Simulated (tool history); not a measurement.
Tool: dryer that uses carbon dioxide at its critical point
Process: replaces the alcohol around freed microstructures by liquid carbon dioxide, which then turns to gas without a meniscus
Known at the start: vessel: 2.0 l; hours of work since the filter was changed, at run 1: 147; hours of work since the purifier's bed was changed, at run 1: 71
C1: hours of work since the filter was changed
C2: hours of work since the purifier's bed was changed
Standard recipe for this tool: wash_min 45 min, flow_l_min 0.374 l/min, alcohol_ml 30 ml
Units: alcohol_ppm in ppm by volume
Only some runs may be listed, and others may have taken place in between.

{"run": 1, "hour": 0.0, "wash_min": 45, "flow_l_min": 0.374, "alcohol_ml": 30, "C1": 147, "C2": 71, "alcohol_ppm": 20}
{"run": 2, "hour": 8.6, "wash_min": 45, "flow_l_min": 0.374, "alcohol_ml": 30, "C1": 153, "C2": 77, "alcohol_ppm": 16}
{"run": 3, "hour": 21.7, "wash_min": 45, "flow_l_min": 0.374, "alcohol_ml": 30, "C1": 162, "C2": 86, "alcohol_ppm": 21}
{"run": 4, "hour": 37.9, "wash_min": 45, "flow_l_min": 0.374, "alcohol_ml": 30, "C1": 173, "C2": 97, "alcohol_ppm": 24}
{"run": 5, "hour": 50.0, "wash_min": 49, "flow_l_min": 0.374, "alcohol_ml": 30, "C1": 182, "C2": 106, "alcohol_ppm": 16}
{"run": 6, "hour": 69.0, "wash_min": 45, "flow_l_min": 0.374, "alcohol_ml": 98, "C1": 195, "C2": 119, "alcohol_ppm": 57}
{"run": 7, "hour": 88.1, "wash_min": 45, "flow_l_min": 0.374, "alcohol_ml": 98, "C1": 208, "C2": 132, "alcohol_ppm": 59}
{"run": 8, "hour": 102.1, "wash_min": 45, "flow_l_min": 0.374, "alcohol_ml": 94, "C1": 218, "C2": 142, "alcohol_ppm": 53}
{"run": 9, "hour": 114.5, "wash_min": 45, "flow_l_min": 0.374, "alcohol_ml": 94, "C1": 226, "C2": 150, "alcohol_ppm": 56}
{"run": 10, "hour": 130.7, "wash_min": 45, "flow_l_min": 0.621, "alcohol_ml": 30, "C1": 237, "C2": 161, "alcohol_ppm": 10}
{"run": 11, "hour": 140.6, "wash_min": 45, "flow_l_min": 0.621, "alcohol_ml": 30, "C1": 244, "C2": 168, "alcohol_ppm": 10}
{"run": 12, "hour": 158.3, "wash_min": 45, "flow_l_min": 0.374, "alcohol_ml": 30, "C1": 256, "C2": 180, "alcohol_ppm": 22}
{"run": 13, "hour": 175.5, "wash_min": 45, "flow_l_min": 0.374, "alcohol_ml": 30, "C1": 268, "C2": 192, "alcohol_ppm": 22}
{"run": 14, "hour": 190.0, "wash_min": 45, "flow_l_min": 0.374, "alcohol_ml": 30, "C1": 278, "C2": 202, "alcohol_ppm": 28}
{"run": 15, "hour": 205.6, "wash_min": 45, "flow_l_min": 0.374, "alcohol_ml": 30, "C1": 289, "C2": 213, "alcohol_ppm": 27}
{"run": 16, "hour": 214.3, "wash_min": 45, "flow_l_min": 0.374, "alcohol_ml": 30, "C1": 295, "C2": 219, "alcohol_ppm": 30}
{"run": 17, "hour": 228.6, "wash_min": 39, "flow_l_min": 0.253, "alcohol_ml": 25, "C1": 305, "C2": 229, "alcohol_ppm": 210}
{"run": 18, "hour": 239.5, "wash_min": 38, "flow_l_min": 0.374, "alcohol_ml": 50, "C1": 312, "C2": 236, "alcohol_ppm": 90}
{"hour": 247.9, "done": "inlet filter changed"}
{"run": 19, "hour": 252.9, "wash_min": 53, "flow_l_min": 0.347, "alcohol_ml": 20, "C1": 3, "C2": 245, "alcohol_ppm": 16}
{"run": 20, "hour": 265.3, "wash_min": 50, "flow_l_min": 0.464, "alcohol_ml": 53, "C1": 12, "C2": 254, "alcohol_ppm": 13}
{"run": 21, "hour": 278.6, "wash_min": 50, "flow_l_min": 0.464, "alcohol_ml": 53, "C1": 21, "C2": 263, "alcohol_ppm": 15}
{"run": 22, "hour": 288.0, "wash_min": 50, "flow_l_min": 0.464, "alcohol_ml": 53, "C1": 28, "C2": 269, "alcohol_ppm": 18}
{"run": 23, "hour": 302.6, "wash_min": 67, "flow_l_min": 0.229, "alcohol_ml": 87, "C1": 38, "C2": 279, "alcohol_ppm": 58}
{"run": 24, "hour": 316.7, "wash_min": 37, "flow_l_min": 0.427, "alcohol_ml": 80, "C1": 47, "C2": 289, "alcohol_ppm": 64}
{"run": 25, "hour": 333.2, "wash_min": 57, "flow_l_min": 0.229, "alcohol_ml": 59, "C1": 59, "C2": 300, "alcohol_ppm": 113}
{"run": 26, "hour": 341.9, "wash_min": 57, "flow_l_min": 0.229, "alcohol_ml": 59, "C1": 65, "C2": 306, "alcohol_ppm": 107}
{"run": 27, "hour": 351.0, "wash_min": 57, "flow_l_min": 0.229, "alcohol_ml": 59, "C1": 71, "C2": 313, "alcohol_ppm": 110}
{"run": 28, "hour": 369.0, "wash_min": 34, "flow_l_min": 0.374, "alcohol_ml": 59, "C1": 84, "C2": 325, "alcohol_ppm": 150}
{"run": 29, "hour": 384.3, "wash_min": 34, "flow_l_min": 0.374, "alcohol_ml": 59, "C1": 94, "C2": 336, "alcohol_ppm": 149}
{"run": 30, "hour": 398.5, "wash_min": 39, "flow_l_min": 0.56, "alcohol_ml": 23, "C1": 104, "C2": 346, "alcohol_ppm": 16}
{"run": 31, "hour": 413.0, "wash_min": 39, "flow_l_min": 0.395, "alcohol_ml": 54, "C1": 114, "C2": 356, "alcohol_ppm": 53}
{"run": 32, "hour": 426.5, "wash_min": 39, "flow_l_min": 0.395, "alcohol_ml": 54, "C1": 123, "C2": 365, "alcohol_ppm": 56}

Below are 4 alternative next runs, each starting from the tool's condition after run 32. Predict each:
{"run": "A", "hour": 444.1, "wash_min": 34, "flow_l_min": 0.625, "alcohol_ml": 54, "C1": 135, "C2": 377, "alcohol_ppm": "?"}
{"run": "B", "hour": 444.1, "wash_min": 29, "flow_l_min": 0.554, "alcohol_ml": 54, "C1": 135, "C2": 377, "alcohol_ppm": "?"}
{"run": "C", "hour": 444.1, "wash_min": 30, "flow_l_min": 0.429, "alcohol_ml": 26, "C1": 135, "C2": 377, "alcohol_ppm": "?"}
{"run": "D", "hour": 444.1, "wash_min": 33, "flow_l_min": 0.293, "alcohol_ml": 35, "C1": 135, "C2": 377, "alcohol_ppm": "?"}

run=A alcohol_ppm=17
run=B alcohol_ppm=53
run=C alcohol_ppm=76
run=D alcohol_ppm=294
Without the tool's unlogged condition, the same runs would have read:
run=A alcohol_ppm=5
run=B alcohol_ppm=36
run=C alcohol_ppm=58
run=D alcohol_ppm=257
